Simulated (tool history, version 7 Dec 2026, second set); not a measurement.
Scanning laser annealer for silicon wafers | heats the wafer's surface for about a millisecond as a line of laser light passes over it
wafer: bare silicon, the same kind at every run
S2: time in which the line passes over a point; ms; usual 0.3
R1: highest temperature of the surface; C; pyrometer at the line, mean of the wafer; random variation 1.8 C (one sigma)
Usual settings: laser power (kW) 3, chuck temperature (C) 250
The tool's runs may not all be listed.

{"run": 1, "hour": 0.0, "laser power (kW)": 3, "S2": 0.3, "chuck temperature (C)": 250, "R1": 963}
{"run": 2, "hour": 41.9, "laser power (kW)": 3, "S2": 0.3, "chuck temperature (C)": 257, "R1": 966}
{"run": 3, "hour": 106.0, "laser power (kW)": 3, "S2": 0.347, "chuck temperature (C)": 250, "R1": 1010}
{"run": 4, "hour": 167.1, "laser power (kW)": 2.597, "S2": 0.3, "chuck temperature (C)": 250, "R1": 832}
{"hour": 218.1, "done": "optics aligned, line set to its width"}
{"run": 5, "hour": 228.2, "laser power (kW)": 2.597, "S2": 0.3, "chuck temperature (C)": 250, "R1": 846}
{"run": 6, "hour": 287.4, "laser power (kW)": 2.597, "S2": 0.3, "chuck temperature (C)": 250, "R1": 840}
{"run": 7, "hour": 347.1, "laser power (kW)": 2.597, "S2": 0.3, "chuck temperature (C)": 246, "R1": 833}
{"run": 8, "hour": 383.1, "laser power (kW)": 2.597, "S2": 0.3, "chuck temperature (C)": 246, "R1": 834}
{"run": 9, "hour": 437.8, "laser power (kW)": 3, "S2": 0.3, "chuck temperature (C)": 222, "R1": 930}
{"run": 10, "hour": 474.6, "laser power (kW)": 3, "S2": 0.289, "chuck temperature (C)": 250, "R1": 944}
{"run": 11, "hour": 507.4, "laser power (kW)": 3, "S2": 0.289, "chuck temperature (C)": 250, "R1": 947}
{"run": 12, "hour": 551.5, "laser power (kW)": 3, "S2": 0.3, "chuck temperature (C)": 250, "R1": 956}
{"run": 13, "hour": 600.0, "laser power (kW)": 3, "S2": 0.3, "chuck temperature (C)": 250, "R1": 951}
{"hour": 630.3, "done": "window over the wafer cleaned"}
{"run": 14, "hour": 638.0, "laser power (kW)": 3, "S2": 0.3, "chuck temperature (C)": 234, "R1": 975}
{"run": 15, "hour": 686.5, "laser power (kW)": 3, "S2": 0.3, "chuck temperature (C)": 234, "R1": 976}
{"run": 16, "hour": 735.7, "laser power (kW)": 3, "S2": 0.3, "chuck temperature (C)": 234, "R1": 974}
{"run": 17, "hour": 792.1, "laser power (kW)": 3, "S2": 0.3, "chuck temperature (C)": 234, "R1": 968}
{"hour": 799.9, "done": "laser's power meter calibrated"}
{"run": 18, "hour": 835.2, "laser power (kW)": 3, "S2": 0.3, "chuck temperature (C)": 215, "R1": 945}
{"run": 19, "hour": 899.9, "laser power (kW)": 3, "S2": 0.3, "chuck temperature (C)": 268, "R1": 998}
{"hour": 909.1, "done": "laser's power meter calibrated, once more"}
{"run": 20, "hour": 962.1, "laser power (kW)": 3, "S2": 0.3, "chuck temperature (C)": 268, "R1": 1002}
{"run": 21, "hour": 999.3, "laser power (kW)": 3.191, "S2": 0.3, "chuck temperature (C)": 268, "R1": 1060}
{"run": 22, "hour": 1036.7, "laser power (kW)": 2.574, "S2": 0.235, "chuck temperature (C)": 224, "R1": 753}
{"run": 23, "hour": 1088.8, "laser power (kW)": 2.574, "S2": 0.218, "chuck temperature (C)": 280, "R1": 788}
{"run": 24, "hour": 1121.2, "laser power (kW)": 2.574, "S2": 0.218, "chuck temperature (C)": 280, "R1": 785}
{"run": 25, "hour": 1181.5, "laser power (kW)": 2.574, "S2": 0.218, "chuck temperature (C)": 280, "R1": 782}
{"run": 26, "hour": 1235.0, "laser power (kW)": 2.574, "S2": 0.218, "chuck temperature (C)": 280, "R1": 782}
{"run": 27, "hour": 1276.5, "laser power (kW)": 2.592, "S2": 0.218, "chuck temperature (C)": 239, "R1": 745}
{"run": 28, "hour": 1318.6, "laser power (kW)": 2.571, "S2": 0.236, "chuck temperature (C)": 250, "R1": 770}
{"run": 29, "hour": 1379.3, "laser power (kW)": 2.662, "S2": 0.236, "chuck temperature (C)": 250, "R1": 789}
{"hour": 1388.4, "done": "optics aligned, line set to its width"}
{"run": 30, "hour": 1418.5, "laser power (kW)": 2.864, "S2": 0.3, "chuck temperature (C)": 250, "R1": 933}
{"run": 31, "hour": 1472.6, "laser power (kW)": 2.864, "S2": 0.3, "chuck temperature (C)": 250, "R1": 932}
{"run": 32, "hour": 1536.4, "laser power (kW)": 3.152, "S2": 0.3, "chuck temperature (C)": 254, "R1": 1025}
{"run": 33, "hour": 1579.9, "laser power (kW)": 2.682, "S2": 0.226, "chuck temperature (C)": 256, "R1": 793}
{"run": 34, "hour": 1641.5, "laser power (kW)": 3.034, "S2": 0.274, "chuck temperature (C)": 270, "R1": 967}
{"run": 35, "hour": 1700.0, "laser power (kW)": 3, "S2": 0.268, "chuck temperature (C)": 221, "R1": 895}
{"run": 36, "hour": 1734.8, "laser power (kW)": 3, "S2": 0.268, "chuck temperature (C)": 221, "R1": 896}
{"run": 37, "hour": 1793.1, "laser power (kW)": 2.63, "S2": 0.283, "chuck temperature (C)": 218, "R1": 795}
{"run": 38, "hour": 1833.6, "laser power (kW)": 2.63, "S2": 0.283, "chuck temperature (C)": 218, "R1": 792}
{"run": 39, "hour": 1880.1, "laser power (kW)": 2.632, "S2": 0.29, "chuck temperature (C)": 250, "R1": 829}
{"run": 40, "hour": 1924.0, "laser power (kW)": 3.231, "S2": 0.314, "chuck temperature (C)": 259, "R1": 1051}
{"hour": 1969.9, "done": "window over the wafer cleaned"}
{"run": 41, "hour": 1969.9, "laser power (kW)": 2.644, "S2": 0.326, "chuck temperature (C)": 250, "R1": 905}

Forecast each of these 3 alternatives for the next run:
{"run": "A", "hour": 1999.5, "laser power (kW)": 3.151, "S2": 0.326, "chuck temperature (C)": 255, "R1": "?"}
{"run": "B", "hour": 1999.5, "laser power (kW)": 2.99, "S2": 0.296, "chuck temperature (C)": 261, "R1": "?"}
{"run": "C", "hour": 1999.5, "laser power (kW)": 3, "S2": 0.348, "chuck temperature (C)": 218, "R1": "?"}

run=A R1=1078
run=B R1=997
run=C R1=1016
Without the tool's hidden state the same runs would have given:
run=A R1=1099
run=B R1=1015
run=C R1=1036
